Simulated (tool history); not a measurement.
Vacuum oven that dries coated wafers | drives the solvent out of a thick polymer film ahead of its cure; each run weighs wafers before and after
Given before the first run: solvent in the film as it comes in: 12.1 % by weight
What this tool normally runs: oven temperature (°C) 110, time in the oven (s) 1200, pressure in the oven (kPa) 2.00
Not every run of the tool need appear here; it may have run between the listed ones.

| run | hour | oven temperature (°C) | time in the oven (s) | pressure in the oven (kPa) | solvent left in the film (%) |
|---|---|---|---|---|---|
| 1 | 0.0 | 110 | 1200 | 2.00 | 2.07 |
| 2 | 5.4 | 110 | 1200 | 2.00 | 2.07 |
| 3 | 17.1 | 110 | 1200 | 2.00 | 2.07 |
| 4 | 23.9 | 110 | 1200 | 2.00 | 2.09 |
| 5 | 35.0 | 110 | 1200 | 1.06 | 1.53 |
| 6 | 40.4 | 110 | 1200 | 1.06 | 1.54 |
| 7 | 48.2 | 110 | 1200 | 1.06 | 1.53 |
| 8 | 55.8 | 110 | 720 | 2.00 | 3.37 |
| 9 | 66.9 | 110 | 1200 | 2.00 | 2.07 |
| 10 | 73.0 | 117 | 1200 | 2.00 | 1.31 |
| 11 | 79.6 | 117 | 1200 | 2.00 | 1.31 |
| 12 | 85.0 | 110 | 1500 | 2.00 | 1.69 |
|  | 87.9 | oven's thermocouples calibrated |
| 13 | 94.9 | 110 | 1500 | 2.00 | 1.69 |
| 14 | 105.4 | 110 | 1500 | 2.00 | 1.69 |
| 15 | 116.5 | 110 | 1500 | 2.00 | 1.70 |
| 16 | 126.4 | 108 | 1500 | 2.00 | 1.95 |

Forecast run 17:
|  | 131.3 | oven's thermocouples calibrated, once more |
| 17 | 140.4 | 108 | 1500 | 2.00 | ? |

solvent left in the film (%): 1.97
Were there no unlogged condition in the tool, this run, its random variation unchanged, would have produced solvent left in the film (%) 1.98.

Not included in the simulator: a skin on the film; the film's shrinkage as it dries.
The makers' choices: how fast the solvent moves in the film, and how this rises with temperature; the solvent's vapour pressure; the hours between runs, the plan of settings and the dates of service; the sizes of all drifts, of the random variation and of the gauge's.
